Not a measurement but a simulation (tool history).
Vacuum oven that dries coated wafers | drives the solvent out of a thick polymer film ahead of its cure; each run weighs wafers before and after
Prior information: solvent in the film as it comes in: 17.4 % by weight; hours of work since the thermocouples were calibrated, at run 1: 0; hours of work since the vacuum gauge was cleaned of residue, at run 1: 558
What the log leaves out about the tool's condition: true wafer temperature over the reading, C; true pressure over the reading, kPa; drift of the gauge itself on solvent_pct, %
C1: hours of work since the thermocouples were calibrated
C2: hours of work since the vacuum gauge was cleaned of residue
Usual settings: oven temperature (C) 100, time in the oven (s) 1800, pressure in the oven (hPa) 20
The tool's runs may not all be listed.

{"run": 1, "hour": 0.0, "oven temperature (C)": 100, "time in the oven (s)": 1800, "pressure in the oven (hPa)": 20, "C1": 0, "C2": 558, "solvent left in the film (%)": 1.91}
{"run": 2, "hour": 104.6, "oven temperature (C)": 100, "time in the oven (s)": 1800, "pressure in the oven (hPa)": 20, "C1": 59, "C2": 618, "solvent left in the film (%)": 1.97}
{"run": 3, "hour": 212.2, "oven temperature (C)": 100, "time in the oven (s)": 1800, "pressure in the oven (hPa)": 20, "C1": 121, "C2": 679, "solvent left in the film (%)": 1.91}
{"run": 4, "hour": 269.9, "oven temperature (C)": 100, "time in the oven (s)": 1800, "pressure in the oven (hPa)": 20, "C1": 153, "C2": 712, "solvent left in the film (%)": 1.98}
{"run": 5, "hour": 350.0, "oven temperature (C)": 100, "time in the oven (s)": 1800, "pressure in the oven (hPa)": 20, "C1": 199, "C2": 757, "solvent left in the film (%)": 2.02}
{"run": 6, "hour": 456.8, "oven temperature (C)": 100, "time in the oven (s)": 1800, "pressure in the oven (hPa)": 20, "C1": 260, "C2": 818, "solvent left in the film (%)": 1.94}
{"hour": 468.6, "done": "oven's thermocouples calibrated"}
{"run": 7, "hour": 560.2, "oven temperature (C)": 94, "time in the oven (s)": 1800, "pressure in the oven (hPa)": 20.3, "C1": 52, "C2": 876, "solvent left in the film (%)": 3.43}
{"run": 8, "hour": 660.8, "oven temperature (C)": 101, "time in the oven (s)": 2460, "pressure in the oven (hPa)": 20, "C1": 109, "C2": 933, "solvent left in the film (%)": 1.39}
{"run": 9, "hour": 738.2, "oven temperature (C)": 91, "time in the oven (s)": 1860, "pressure in the oven (hPa)": 25.8, "C1": 153, "C2": 977, "solvent left in the film (%)": 4.6}
{"run": 10, "hour": 862.0, "oven temperature (C)": 101, "time in the oven (s)": 1800, "pressure in the oven (hPa)": 15.5, "C1": 224, "C2": 1047, "solvent left in the film (%)": 1.84}
{"run": 11, "hour": 981.0, "oven temperature (C)": 101, "time in the oven (s)": 1800, "pressure in the oven (hPa)": 15.5, "C1": 291, "C2": 1115, "solvent left in the film (%)": 1.81}

What if the next run were any one of these 4? Each begins from the tool's condition after run 11:
{"run": "A", "hour": 1066.2, "oven temperature (C)": 111, "time in the oven (s)": 3120, "pressure in the oven (hPa)": 41.4, "C1": 340, "C2": 1163, "solvent left in the film (%)": "?"}
{"run": "B", "hour": 1066.2, "oven temperature (C)": 108, "time in the oven (s)": 1800, "pressure in the oven (hPa)": 27.4, "C1": 340, "C2": 1163, "solvent left in the film (%)": "?"}
{"run": "C", "hour": 1066.2, "oven temperature (C)": 103, "time in the oven (s)": 1800, "pressure in the oven (hPa)": 31.1, "C1": 340, "C2": 1163, "solvent left in the film (%)": "?"}
{"run": "D", "hour": 1066.2, "oven temperature (C)": 101, "time in the oven (s)": 2460, "pressure in the oven (hPa)": 15.5, "C1": 340, "C2": 1163, "solvent left in the film (%)": "?"}

run=A solvent_left_in_the_film_(%)=1.63
run=B solvent_left_in_the_film_(%)=1.45
run=C solvent_left_in_the_film_(%)=2.28
run=D solvent_left_in_the_film_(%)=1.24
Without the tool's hidden state the same runs would have given:
run=A solvent_left_in_the_film_(%)=1.43
run=B solvent_left_in_the_film_(%)=1.18
run=C solvent_left_in_the_film_(%)=1.88
run=D solvent_left_in_the_film_(%)=0.93
